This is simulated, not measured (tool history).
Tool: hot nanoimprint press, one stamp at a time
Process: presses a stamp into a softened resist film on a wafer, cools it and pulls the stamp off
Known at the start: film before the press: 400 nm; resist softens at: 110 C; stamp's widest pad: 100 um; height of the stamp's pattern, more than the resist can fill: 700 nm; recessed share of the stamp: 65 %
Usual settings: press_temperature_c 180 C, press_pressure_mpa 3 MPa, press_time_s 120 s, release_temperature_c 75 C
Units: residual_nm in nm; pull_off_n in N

Run 1, hour 0: usual settings. Result: residual_nm 235.9 nm, pull_off_n 183 N.
Run 2, hour 19: usual settings. Result: residual_nm 234.1 nm, pull_off_n 181 N.
At hour 44.2: stamp cleaned and given a new release coat.
Run 3, hour 45.1: usual settings. Result: residual_nm 235.6 nm, pull_off_n 139 N.
Run 4, hour 75.3: usual settings. Result: residual_nm 234.3 nm, pull_off_n 139 N.
Run 5, hour 89.4: usual settings. Result: residual_nm 232.8 nm, pull_off_n 144 N.
Run 6, hour 104: usual settings. Result: residual_nm 233.7 nm, pull_off_n 136 N.
Run 7, hour 128.7: usual settings. Result: residual_nm 234.1 nm, pull_off_n 144 N.
Run 8, hour 158: usual settings. Result: residual_nm 233.6 nm, pull_off_n 149 N.
Run 9, hour 170.7: usual settings but press_pressure_mpa 4.4 MPa. Result: residual_nm 200.9 nm, pull_off_n 148 N.
Run 10, hour 186.2: usual settings but press_pressure_mpa 4.4 MPa. Result: residual_nm 200.6 nm, pull_off_n 150 N.
Run 11, hour 208.7: usual settings but press_pressure_mpa 4.4 MPa. Result: residual_nm 199.6 nm, pull_off_n 154 N.
At hour 224.9: press's hydraulic seals changed and the load cell set to zero.
Run 12, hour 229.8: usual settings but press_pressure_mpa 4.64 MPa. Result: residual_nm 187 nm, pull_off_n 150 N.
Run 13, hour 260.4: usual settings but press_pressure_mpa 4.64 MPa. Result: residual_nm 185.3 nm, pull_off_n 156 N.
Run 14, hour 288.7: usual settings but press_pressure_mpa 3.58 MPa, release_temperature_c 81 C. Result: residual_nm 207.5 nm, pull_off_n 137 N.
Run 15, hour 302.5: usual settings but press_pressure_mpa 3.58 MPa, release_temperature_c 81 C. Result: residual_nm 207.2 nm, pull_off_n 146 N.

Run 16 comes next. What will it give?
Run 16, hour 322.7: usual settings but press_pressure_mpa 3.58 MPa, release_temperature_c 81 C. Result: residual_nm ?, pull_off_n ?.

Run 16 gave residual_nm 207.7 nm, pull_off_n 148 N.
Without the tool's hidden state the same run would have given residual_nm 215.8 nm, pull_off_n 126 N.

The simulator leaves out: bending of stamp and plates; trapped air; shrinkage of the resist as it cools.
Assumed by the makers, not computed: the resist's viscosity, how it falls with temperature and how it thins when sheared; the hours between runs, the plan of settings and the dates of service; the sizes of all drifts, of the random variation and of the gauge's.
